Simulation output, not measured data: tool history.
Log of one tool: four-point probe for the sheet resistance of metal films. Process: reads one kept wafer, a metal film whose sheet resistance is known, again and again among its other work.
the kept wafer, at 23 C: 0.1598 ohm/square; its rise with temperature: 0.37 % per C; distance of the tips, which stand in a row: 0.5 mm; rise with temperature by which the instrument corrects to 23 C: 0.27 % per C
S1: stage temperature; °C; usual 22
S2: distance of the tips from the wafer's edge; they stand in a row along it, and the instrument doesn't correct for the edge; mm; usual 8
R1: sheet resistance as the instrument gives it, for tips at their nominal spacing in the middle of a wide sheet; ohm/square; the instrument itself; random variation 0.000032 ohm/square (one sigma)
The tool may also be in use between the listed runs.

run 1 hour=0.0 | S1=22 S2=8 | R1=0.160254
run 2 hour=32.0 | S1=22 S2=8 | R1=0.160276
run 3 hour=100.5 | S1=22 S2=8 | R1=0.160321
run 4 hour=140.4 | S1=26 S2=8 | R1=0.160891
run 5 hour=173.0 | S1=26 S2=8 | R1=0.160905
run 6 hour=237.0 | S1=26 S2=8 | R1=0.160793
run 7 hour=292.6 | S1=26 S2=8 | R1=0.160801
run 8 hour=340.7 | S1=26 S2=8 | R1=0.160781
run 9 hour=382.1 | S1=26 S2=8 | R1=0.160772
run 10 hour=440.7 | S1=26 S2=8 | R1=0.160685
run 11 hour=493.9 | S1=26 S2=8 | R1=0.160772
run 12 hour=555.8 | S1=26 S2=8 | R1=0.160637
run 13 hour=624.1 | S1=26 S2=6 | R1=0.160920
run 14 hour=684.7 | S1=22 S2=8 | R1=0.159945
-- hour=698.9 stage's thermometer calibrated
run 15 hour=743.1 | S1=28 S2=8 | R1=0.160252
run 16 hour=811.2 | S1=28 S2=8 | R1=0.160248
run 17 hour=855.8 | S1=28 S2=8 | R1=0.160212
run 18 hour=914.0 | S1=28 S2=8 | R1=0.160297
run 19 hour=963.7 | S1=28 S2=8 | R1=0.160211
run 20 hour=993.7 | S1=22 S2=8 | R1=0.159196
run 21 hour=1035.4 | S1=22 S2=8 | R1=0.159200
run 22 hour=1100.6 | S1=22 S2=8 | R1=0.159181
run 23 hour=1137.2 | S1=22 S2=65 | R1=0.158760
run 24 hour=1178.8 | S1=19 S2=9 | R1=0.158552
run 25 hour=1217.2 | S1=18 S2=3 | R1=0.160347
run 26 hour=1280.7 | S1=20 S2=33 | R1=0.158432
run 27 hour=1325.7 | S1=32 S2=4 | R1=0.161619
run 28 hour=1356.7 | S1=32 S2=66 | R1=0.160239
run 29 hour=1406.2 | S1=28 S2=13 | R1=0.159762
run 30 hour=1458.1 | S1=22 S2=4 | R1=0.159956
run 31 hour=1493.3 | S1=22 S2=4 | R1=0.159936
run 32 hour=1537.3 | S1=22 S2=45 | R1=0.158612
run 33 hour=1567.4 | S1=22 S2=45 | R1=0.158612
run 34 hour=1603.7 | S1=22 S2=3 | R1=0.160914
run 35 hour=1670.9 | S1=28 S2=11 | R1=0.159648
run 36 hour=1717.4 | S1=23 S2=5 | R1=0.159490
run 37 hour=1769.0 | S1=23 S2=5 | R1=0.159454
run 38 hour=1832.1 | S1=19 S2=15 | R1=0.158075
run 39 hour=1876.5 | S1=20 S2=17 | R1=0.158202
run 40 hour=1931.6 | S1=24 S2=8 | R1=0.159085
run 41 hour=1976.3 | S1=26 S2=7 | R1=0.159389
run 42 hour=2033.8 | S1=31 S2=5 | R1=0.160611
run 43 hour=2077.3 | S1=34 S2=8 | R1=0.160520
run 44 hour=2116.3 | S1=34 S2=11 | R1=0.160274

4 ways to go on from here, each from the tool as it stands after run 44. What would each give?
run A hour=2162.8 | S1=34 S2=48 | R1=?
run B hour=2162.8 | S1=33 S2=5 | R1=?
run C hour=2162.8 | S1=32 S2=5 | R1=?
run D hour=2162.8 | S1=34 S2=37 | R1=?

run=A R1=0.160097
run=B R1=0.160864
run=C R1=0.160688
run=D R1=0.160165
Without the tool's hidden state the same runs would have given:
run=A R1=0.161477
run=B R1=0.162249
run=C R1=0.162071
run=D R1=0.161545
